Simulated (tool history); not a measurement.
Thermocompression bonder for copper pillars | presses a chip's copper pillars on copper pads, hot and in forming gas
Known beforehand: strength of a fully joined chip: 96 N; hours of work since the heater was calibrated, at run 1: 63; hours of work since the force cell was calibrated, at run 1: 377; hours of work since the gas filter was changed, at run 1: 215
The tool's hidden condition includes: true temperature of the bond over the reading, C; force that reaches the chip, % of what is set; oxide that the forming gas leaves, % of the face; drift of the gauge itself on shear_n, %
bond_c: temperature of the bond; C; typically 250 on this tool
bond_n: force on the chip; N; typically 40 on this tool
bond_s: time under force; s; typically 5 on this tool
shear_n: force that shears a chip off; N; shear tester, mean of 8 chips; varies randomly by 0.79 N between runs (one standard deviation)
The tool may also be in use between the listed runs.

run    hour  bond_c  bond_n  bond_s  hours of work since the heater was calibrated  hours of work since the force cell was calibrated  hours of work since the gas filter was changed  shear_n
  1       0     250      40       5                                             63                                                377                                             215     56.6
  2    22.5     250      54       5                                             72                                                386                                             224     64.8
  3    46.5     250      54       5                                             82                                                396                                             234     66.4
  4      65     250      54       5                                             90                                                404                                             242     65.1
  5    83.8     250      54       5                                             98                                                412                                             250     65.8
  6   115.8     250      52       5                                            111                                                425                                             263     64.3
  7   145.8     250      40       5                                            123                                                437                                             275     56.5
  8   172.4     250      40       5                                            134                                                448                                             286     54.6
  9   205.9     250      40       5                                            148                                                462                                             300     54.3
 10   235.5     250      40       5                                            161                                                475                                             313     54.4
 11   267.8     250      40       5                                            174                                                488                                             326     55.2
 12   290.5     250      40       5                                            183                                                498                                             335     53.9
      322.9  -- forming gas filter changed
 13   328.6     250      36       5                                            199                                                513                                               2     53.2
 14   369.7     250      59       5                                            216                                                530                                              19       71
 15     405     256      40       5                                            231                                                545                                              34     59.7
 16   431.7     250      40       5                                            242                                                556                                              45     57.3
 17   463.3     250      40       5                                            255                                                569                                              58     56.1
 18     486     250      40       5                                            264                                                578                                              68     57.1
 19   524.2     250      40       5                                            280                                                594                                              84     56.5
 20   553.5     250      40       5                                            292                                                606                                              96     55.2
      557.4  -- force cell calibrated
 21   585.3     250      26       6                                            305                                                 12                                             108     43.2
 22   605.2     240      38       3                                            313                                                 20                                             117     40.7
 23   632.2     240      37       7                                            324                                                 31                                             128     53.5
 24   672.3     277      40       4                                            341                                                 48                                             144       63
        700  -- force cell calibrated, once more
 25   709.4     277      40       4                                            356                                                  4                                             159     65.1
 26     741     277      40       4                                            369                                                 17                                             172     64.2
 27   766.9     250      38       7                                            380                                                 28                                             183       60
 28   801.3     250      38       7                                            394                                                 42                                             197     61.1
 29   822.8     250      38       7                                            403                                                 51                                             206     59.5
 30   853.6     250      38       7                                            416                                                 64                                             219     59.8
 31   873.7     250      38       7                                            424                                                 72                                             227     58.1
 32   904.8     250      38       7                                            437                                                 85                                             240     57.4
 33   937.4     264      40      11                                            451                                                 99                                             254     72.2
 34   969.5     254      52       9                                            464                                                112                                             267     73.7
 35   995.1     254      52       9                                            474                                                123                                             278     72.7
 36  1035.1     254      52       9                                            491                                                139                                             294     71.8
 37  1066.3     266      46      11                                            504                                                152                                             307     76.6
 38    1087     221      34       4                                            513                                                161                                             316     31.6
 39  1109.3     256      34       3                                            522                                                170                                             325     42.4
     1129.3  -- heater calibrated with a thermocouple chip
 40  1133.4     250      31       5                                              2                                                179                                             334     48.4

What if the next run were any one of these 3? Each begins from the tool's condition after run 40:
  A  1153     225      36       6                                             10                                                187                                             343        ?
  B  1153     250      58       9                                             10                                                187                                             343        ?
  C  1153     261      27      10                                             10                                                187                                             343        ?

run  shear_n
  A     44.8
  B     75.1
  C     58.7
Without the tool's unlogged condition, the same runs would have read:
run  shear_n
  A     48.7
  B     80.9
  C     63.6

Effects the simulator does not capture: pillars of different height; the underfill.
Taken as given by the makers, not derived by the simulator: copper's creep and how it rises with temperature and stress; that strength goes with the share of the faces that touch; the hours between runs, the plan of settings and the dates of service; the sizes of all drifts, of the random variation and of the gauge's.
